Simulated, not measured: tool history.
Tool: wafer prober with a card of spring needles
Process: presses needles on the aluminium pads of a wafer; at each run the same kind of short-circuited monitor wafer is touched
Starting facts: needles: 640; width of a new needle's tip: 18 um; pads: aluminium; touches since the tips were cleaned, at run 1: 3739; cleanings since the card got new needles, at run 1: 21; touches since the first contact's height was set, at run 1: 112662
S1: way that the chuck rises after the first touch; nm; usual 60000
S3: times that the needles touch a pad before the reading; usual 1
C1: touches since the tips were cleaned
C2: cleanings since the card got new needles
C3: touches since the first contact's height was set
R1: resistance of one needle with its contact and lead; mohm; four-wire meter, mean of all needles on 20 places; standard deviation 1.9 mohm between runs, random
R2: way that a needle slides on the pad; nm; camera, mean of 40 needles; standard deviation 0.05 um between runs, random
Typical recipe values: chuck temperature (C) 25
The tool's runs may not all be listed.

run 1 day=0 | S1=60000 chuck_temperature_(C)=25 S3=1 | C1=3739 C2=21 C3=112662 | R1=621 R2=10020
-- day=0.083 tips cleaned on abrasive film
-- day=0.475 tips cleaned on abrasive film
-- day=0.804 tips cleaned on abrasive film
-- day=1.217 tips cleaned on abrasive film
run 2 day=1.325 | S1=60000 chuck_temperature_(C)=25 S3=1 | C1=1519 C2=25 C3=131071 | R1=444 R2=9740
-- day=1.567 tips cleaned on abrasive film
-- day=1.962 tips cleaned on abrasive film
-- day=2.362 tips cleaned on abrasive film
-- day=2.762 tips cleaned on abrasive film
run 3 day=2.971 | S1=60000 chuck_temperature_(C)=25 S3=1 | C1=2955 C2=29 C3=154054 | R1=628 R2=9680
-- day=3.138 tips cleaned on abrasive film
-- day=3.304 tips cleaned on abrasive film, once more
-- day=3.4 height of the first contact set anew
-- day=3.725 tips cleaned on abrasive film
-- day=4.125 tips cleaned on abrasive film
run 4 day=4.204 | S1=60000 chuck_temperature_(C)=25 S3=1 | C1=1080 C2=33 C3=11189 | R1=437 R2=10050
-- day=4.533 tips cleaned on abrasive film
-- day=4.938 tips cleaned on abrasive film
run 5 day=5.258 | S1=60000 chuck_temperature_(C)=25 S3=1 | C1=4548 C2=35 C3=25940 | R1=683 R2=10030
-- day=5.346 tips cleaned on abrasive film
-- day=5.738 tips cleaned on abrasive film
-- day=6.067 tips cleaned on abrasive film
run 6 day=6.317 | S1=60000 chuck_temperature_(C)=25 S3=1 | C1=3506 C2=38 C3=40634 | R1=620 R2=10100
-- day=6.4 tips cleaned on abrasive film
-- day=6.729 tips cleaned on abrasive film
-- day=7.1 tips cleaned on abrasive film
-- day=7.504 tips cleaned on abrasive film
run 7 day=7.542 | S1=60000 chuck_temperature_(C)=25 S3=1 | C1=529 C2=42 C3=57672 | R1=340 R2=10060
-- day=7.858 tips cleaned on abrasive film
-- day=8.188 tips cleaned on abrasive film
-- day=8.592 tips cleaned on abrasive film
-- day=8.992 tips cleaned on abrasive film
run 8 day=9.067 | S1=60000 chuck_temperature_(C)=25 S3=1 | C1=1036 C2=46 C3=78917 | R1=396 R2=10050
-- day=9.392 tips cleaned on abrasive film
-- day=9.792 tips cleaned on abrasive film
run 9 day=9.846 | S1=60000 chuck_temperature_(C)=25 S3=1 | C1=757 C2=48 C3=89789 | R1=362 R2=9920
-- day=10.175 tips cleaned on abrasive film
-- day=10.579 tips cleaned on abrasive film
-- day=10.979 tips cleaned on abrasive film
run 10 day=11.275 | S1=60000 chuck_temperature_(C)=25 S3=1 | C1=4173 C2=51 C3=109722 | R1=696 R2=9880
-- day=11.358 tips cleaned on abrasive film
-- day=11.758 tips cleaned on abrasive film
-- day=12.167 tips cleaned on abrasive film
-- day=12.579 tips cleaned on abrasive film
run 11 day=12.829 | S1=60000 chuck_temperature_(C)=25 S3=1 | C1=3518 C2=55 C3=131352 | R1=647 R2=9900
-- day=12.912 tips cleaned on abrasive film
-- day=13.308 tips cleaned on abrasive film
-- day=13.717 tips cleaned on abrasive film
run 12 day=13.758 | S1=60000 chuck_temperature_(C)=25 S3=1 | C1=607 C2=58 C3=144301 | R1=370 R2=9770
-- day=14.075 tips cleaned on abrasive film
-- day=14.483 tips cleaned on abrasive film
-- day=14.812 tips cleaned on abrasive film
-- day=14.825 height of the first contact set anew
-- day=15.229 tips cleaned on abrasive film
run 13 day=15.296 | S1=76000 chuck_temperature_(C)=25 S3=1 | C1=945 C2=62 C3=6557 | R1=321 R2=12760
-- day=15.612 tips cleaned on abrasive film
-- day=15.996 tips cleaned on abrasive film
-- day=16.404 tips cleaned on abrasive film
run 14 day=16.533 | S1=76000 chuck_temperature_(C)=25 S3=1 | C1=1796 C2=65 C3=23780 | R1=380 R2=12800
-- day=16.758 tips cleaned on abrasive film
-- day=17.088 tips cleaned on abrasive film
-- day=17.479 tips cleaned on abrasive film
run 15 day=17.779 | S1=76000 chuck_temperature_(C)=25 S3=1 | C1=4231 C2=68 C3=41165 | R1=505 R2=12760
-- day=17.862 tips cleaned on abrasive film
-- day=18.267 tips cleaned on abrasive film
-- day=18.608 tips cleaned on abrasive film
run 16 day=18.608 | S1=49000 chuck_temperature_(C)=55 S3=2 | C1=0 C2=71 C3=52698 | R1=248 R2=8180
-- day=19.021 tips cleaned on abrasive film
-- day=19.421 tips cleaned on abrasive film
run 17 day=19.679 | S1=60000 chuck_temperature_(C)=25 S3=1 | C1=3635 C2=73 C3=67655 | R1=678 R2=10090
-- day=19.767 tips cleaned on abrasive film
-- day=20.15 tips cleaned on abrasive film
-- day=20.55 tips cleaned on abrasive film
-- day=20.958 tips cleaned on abrasive film
run 18 day=21.067 | S1=60000 chuck_temperature_(C)=25 S3=3 | C1=1506 C2=77 C3=86927 | R1=304 R2=9960

Run 19 comes next. What will it give?
-- day=21.312 tips cleaned on abrasive film
-- day=21.712 tips cleaned on abrasive film
-- day=22.108 tips cleaned on abrasive film
-- day=22.438 tips cleaned on abrasive film
run 19 day=22.45 | S1=60000 chuck_temperature_(C)=90 S3=1 | C1=203 C2=81 C3=106190 | R1=? R2=?

R1: 304 mohm
R2: 9940 nm
On a tool with no hidden condition, and with the same random variation, this run would have come out at R1 218 mohm, R2 10160 nm.
